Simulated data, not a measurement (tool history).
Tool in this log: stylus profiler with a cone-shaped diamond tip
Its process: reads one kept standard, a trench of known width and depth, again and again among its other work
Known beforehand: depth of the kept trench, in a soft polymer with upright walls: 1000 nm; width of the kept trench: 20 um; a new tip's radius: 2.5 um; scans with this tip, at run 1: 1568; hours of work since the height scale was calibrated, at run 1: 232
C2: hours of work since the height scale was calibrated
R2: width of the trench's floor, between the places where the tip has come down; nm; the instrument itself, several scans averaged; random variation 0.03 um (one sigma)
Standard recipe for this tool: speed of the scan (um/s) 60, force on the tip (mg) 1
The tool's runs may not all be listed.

{"run": 1, "hour": 0.0, "speed of the scan (um/s)": 60, "force on the tip (mg)": 1, "scans with this tip": 1568, "C2": 232, "depth of the trench (nm)": 1004.92, "R2": 15510}
{"run": 2, "hour": 29.8, "speed of the scan (um/s)": 60, "force on the tip (mg)": 1, "scans with this tip": 1702, "C2": 251, "depth of the trench (nm)": 1004.9, "R2": 15490}
{"run": 3, "hour": 55.4, "speed of the scan (um/s)": 60, "force on the tip (mg)": 1, "scans with this tip": 1817, "C2": 268, "depth of the trench (nm)": 1005.16, "R2": 15490}
{"run": 4, "hour": 72.4, "speed of the scan (um/s)": 60, "force on the tip (mg)": 1, "scans with this tip": 1893, "C2": 280, "depth of the trench (nm)": 1004.99, "R2": 15420}
{"run": 5, "hour": 106.5, "speed of the scan (um/s)": 60, "force on the tip (mg)": 1, "scans with this tip": 2046, "C2": 302, "depth of the trench (nm)": 1005.05, "R2": 15370}
{"run": 6, "hour": 122.8, "speed of the scan (um/s)": 118, "force on the tip (mg)": 1, "scans with this tip": 2119, "C2": 313, "depth of the trench (nm)": 1005.24, "R2": 15190}
{"run": 7, "hour": 156.1, "speed of the scan (um/s)": 51, "force on the tip (mg)": 0.6, "scans with this tip": 2269, "C2": 335, "depth of the trench (nm)": 1003.78, "R2": 15350}
{"run": 8, "hour": 171.8, "speed of the scan (um/s)": 60, "force on the tip (mg)": 0.77, "scans with this tip": 2340, "C2": 345, "depth of the trench (nm)": 1004.4, "R2": 15380}
{"run": 9, "hour": 202.8, "speed of the scan (um/s)": 90, "force on the tip (mg)": 2.33, "scans with this tip": 2479, "C2": 366, "depth of the trench (nm)": 1008.72, "R2": 15400}
{"run": 10, "hour": 228.6, "speed of the scan (um/s)": 90, "force on the tip (mg)": 2.33, "scans with this tip": 2594, "C2": 383, "depth of the trench (nm)": 1009.01, "R2": 15390}
{"run": 11, "hour": 259.5, "speed of the scan (um/s)": 90, "force on the tip (mg)": 2.33, "scans with this tip": 2733, "C2": 403, "depth of the trench (nm)": 1009.1, "R2": 15300}
{"run": 12, "hour": 292.4, "speed of the scan (um/s)": 141, "force on the tip (mg)": 2.21, "scans with this tip": 2881, "C2": 425, "depth of the trench (nm)": 1008.41, "R2": 15190}

Pick out some run-to-run changes in depth of the trench (nm). Of each, how much would a tool without hidden state show as well, from the settings, what came in and chance, and how much is left for the hidden state and any gauge scatter not in both results compared?
Hidden state at play: radius of the tip, um; height scale over the true one, %; drift of the gauge itself on depth_nm, %; drift of the gauge itself on floor_um, %.
Run 4 -> 5: no setting changed, nothing entered. depth of the trench (nm) +0.06: hidden state +0.06, all else +0.
Run 8 -> 9: speed of the scan (um/s) 60 -> 90, force on the tip (mg) 0.77 -> 2.33. depth of the trench (nm) +4.32: hidden state +0.05, all else +4.27.

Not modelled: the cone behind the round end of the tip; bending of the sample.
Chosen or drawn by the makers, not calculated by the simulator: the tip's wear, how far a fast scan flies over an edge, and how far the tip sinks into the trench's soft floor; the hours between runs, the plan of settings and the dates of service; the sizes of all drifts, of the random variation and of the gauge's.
